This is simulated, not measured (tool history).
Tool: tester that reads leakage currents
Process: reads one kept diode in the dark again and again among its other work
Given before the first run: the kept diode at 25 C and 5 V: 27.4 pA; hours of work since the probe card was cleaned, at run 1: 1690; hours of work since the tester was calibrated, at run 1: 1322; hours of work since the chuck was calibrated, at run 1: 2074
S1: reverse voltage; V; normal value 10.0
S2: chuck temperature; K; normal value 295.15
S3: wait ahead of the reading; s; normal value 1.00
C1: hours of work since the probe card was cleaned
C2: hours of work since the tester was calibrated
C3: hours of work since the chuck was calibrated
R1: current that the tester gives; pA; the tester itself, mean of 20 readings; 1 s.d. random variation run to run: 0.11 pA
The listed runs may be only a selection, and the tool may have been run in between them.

{"run": 1, "hour": 0.0, "S1": 10.0, "S2": 295.15, "S3": 1.0, "C1": 1690, "C2": 1322, "C3": 2074, "R1": 39.79}
{"run": 2, "hour": 60.0, "S1": 10.0, "S2": 295.15, "S3": 1.0, "C1": 1721, "C2": 1353, "C3": 2105, "R1": 40.04}
{"run": 3, "hour": 111.1, "S1": 10.0, "S2": 295.15, "S3": 1.0, "C1": 1747, "C2": 1379, "C3": 2132, "R1": 40.07}
{"run": 4, "hour": 204.7, "S1": 10.0, "S2": 295.15, "S3": 1.0, "C1": 1796, "C2": 1428, "C3": 2180, "R1": 40.1}
{"run": 5, "hour": 273.7, "S1": 10.0, "S2": 295.15, "S3": 1.0, "C1": 1832, "C2": 1464, "C3": 2216, "R1": 40.12}
{"run": 6, "hour": 333.8, "S1": 1.6, "S2": 295.15, "S3": 1.0, "C1": 1863, "C2": 1495, "C3": 2247, "R1": 12.38}
{"run": 7, "hour": 386.6, "S1": 10.0, "S2": 295.15, "S3": 0.41, "C1": 1890, "C2": 1522, "C3": 2275, "R1": 44.62}
{"run": 8, "hour": 486.5, "S1": 8.1, "S2": 295.15, "S3": 1.0, "C1": 1942, "C2": 1574, "C3": 2327, "R1": 35.48}
{"run": 9, "hour": 536.0, "S1": 8.1, "S2": 295.15, "S3": 1.0, "C1": 1968, "C2": 1600, "C3": 2352, "R1": 35.4}
{"hour": 557.0, "done": "chuck's temperature calibrated"}
{"run": 10, "hour": 605.9, "S1": 8.1, "S2": 295.15, "S3": 1.0, "C1": 2003, "C2": 1635, "C3": 25, "R1": 33.02}
{"run": 11, "hour": 694.5, "S1": 8.1, "S2": 295.15, "S3": 1.0, "C1": 2049, "C2": 1681, "C3": 71, "R1": 33.23}
{"run": 12, "hour": 781.6, "S1": 10.0, "S2": 327.15, "S3": 1.0, "C1": 2094, "C2": 1726, "C3": 117, "R1": 471.01}
{"run": 13, "hour": 831.5, "S1": 10.0, "S2": 327.15, "S3": 1.0, "C1": 2120, "C2": 1752, "C3": 143, "R1": 473.84}
{"run": 14, "hour": 914.6, "S1": 2.5, "S2": 327.15, "S3": 1.0, "C1": 2163, "C2": 1796, "C3": 186, "R1": 205.08}
{"run": 15, "hour": 967.2, "S1": 2.5, "S2": 327.15, "S3": 1.0, "C1": 2191, "C2": 1823, "C3": 213, "R1": 206.65}
{"run": 16, "hour": 1017.2, "S1": 3.2, "S2": 295.15, "S3": 1.0, "C1": 2217, "C2": 1849, "C3": 239, "R1": 18.39}
{"run": 17, "hour": 1108.2, "S1": 3.2, "S2": 295.15, "S3": 1.0, "C1": 2264, "C2": 1896, "C3": 286, "R1": 18.44}
{"run": 18, "hour": 1190.8, "S1": 3.2, "S2": 295.15, "S3": 1.0, "C1": 2307, "C2": 1939, "C3": 329, "R1": 18.43}
{"run": 19, "hour": 1261.6, "S1": 11.1, "S2": 295.15, "S3": 1.27, "C1": 2344, "C2": 1976, "C3": 366, "R1": 41.4}
{"run": 20, "hour": 1327.4, "S1": 19.9, "S2": 318.15, "S3": 1.27, "C1": 2378, "C2": 2010, "C3": 400, "R1": 368.35}
{"run": 21, "hour": 1372.8, "S1": 19.9, "S2": 318.15, "S3": 1.27, "C1": 2401, "C2": 2033, "C3": 424, "R1": 365.9}
{"hour": 1385.4, "done": "probe card cleaned and baked"}
{"run": 22, "hour": 1443.0, "S1": 19.9, "S2": 318.15, "S3": 1.27, "C1": 30, "C2": 2068, "C3": 458, "R1": 368.63}
{"run": 23, "hour": 1504.0, "S1": 19.9, "S2": 318.15, "S3": 1.27, "C1": 62, "C2": 2100, "C3": 490, "R1": 367.56}
{"run": 24, "hour": 1587.6, "S1": 2.5, "S2": 319.15, "S3": 0.54, "C1": 105, "C2": 2143, "C3": 534, "R1": 114.0}
{"run": 25, "hour": 1630.3, "S1": 2.5, "S2": 319.15, "S3": 0.54, "C1": 127, "C2": 2166, "C3": 556, "R1": 114.06}
{"run": 26, "hour": 1707.5, "S1": 2.5, "S2": 319.15, "S3": 0.54, "C1": 167, "C2": 2206, "C3": 596, "R1": 113.96}
{"run": 27, "hour": 1783.6, "S1": 1.5, "S2": 295.15, "S3": 1.0, "C1": 207, "C2": 2245, "C3": 635, "R1": 11.67}
{"run": 28, "hour": 1863.6, "S1": 1.5, "S2": 295.15, "S3": 1.0, "C1": 248, "C2": 2287, "C3": 677, "R1": 11.73}
{"hour": 1941.5, "done": "probe card cleaned and baked, once more"}
{"run": 29, "hour": 1955.3, "S1": 16.8, "S2": 324.15, "S3": 1.0, "C1": 7, "C2": 2333, "C3": 723, "R1": 525.06}
{"run": 30, "hour": 2009.6, "S1": 1.0, "S2": 303.15, "S3": 1.0, "C1": 35, "C2": 2361, "C3": 751, "R1": 17.3}
{"run": 31, "hour": 2103.3, "S1": 6.5, "S2": 323.15, "S3": 1.0, "C1": 84, "C2": 2410, "C3": 800, "R1": 276.09}
{"run": 32, "hour": 2169.7, "S1": 6.5, "S2": 322.15, "S3": 1.08, "C1": 118, "C2": 2444, "C3": 834, "R1": 252.87}
{"run": 33, "hour": 2256.2, "S1": 6.5, "S2": 326.15, "S3": 1.08, "C1": 163, "C2": 2489, "C3": 879, "R1": 345.8}
{"run": 34, "hour": 2310.6, "S1": 7.9, "S2": 298.15, "S3": 6.79, "C1": 192, "C2": 2517, "C3": 907, "R1": 38.38}

Each row is a separate what-if for the run after 34, all from the same tool condition, not one after another. Results?
{"run": "A", "hour": 2366.2, "S1": 7.9, "S2": 302.15, "S3": 1.5, "C1": 221, "C2": 2546, "C3": 936, "R1": "?"}
{"run": "B", "hour": 2366.2, "S1": 10.0, "S2": 325.15, "S3": 0.3, "C1": 221, "C2": 2546, "C3": 936, "R1": "?"}
{"run": "C", "hour": 2366.2, "S1": 2.3, "S2": 298.15, "S3": 6.79, "C1": 221, "C2": 2546, "C3": 936, "R1": "?"}

run=A R1=55.91
run=B R1=420.76
run=C R1=18.21
What these runs would have given with no unlogged condition in the tool:
run=A R1=53.21
run=B R1=403.37
run=C R1=17.33

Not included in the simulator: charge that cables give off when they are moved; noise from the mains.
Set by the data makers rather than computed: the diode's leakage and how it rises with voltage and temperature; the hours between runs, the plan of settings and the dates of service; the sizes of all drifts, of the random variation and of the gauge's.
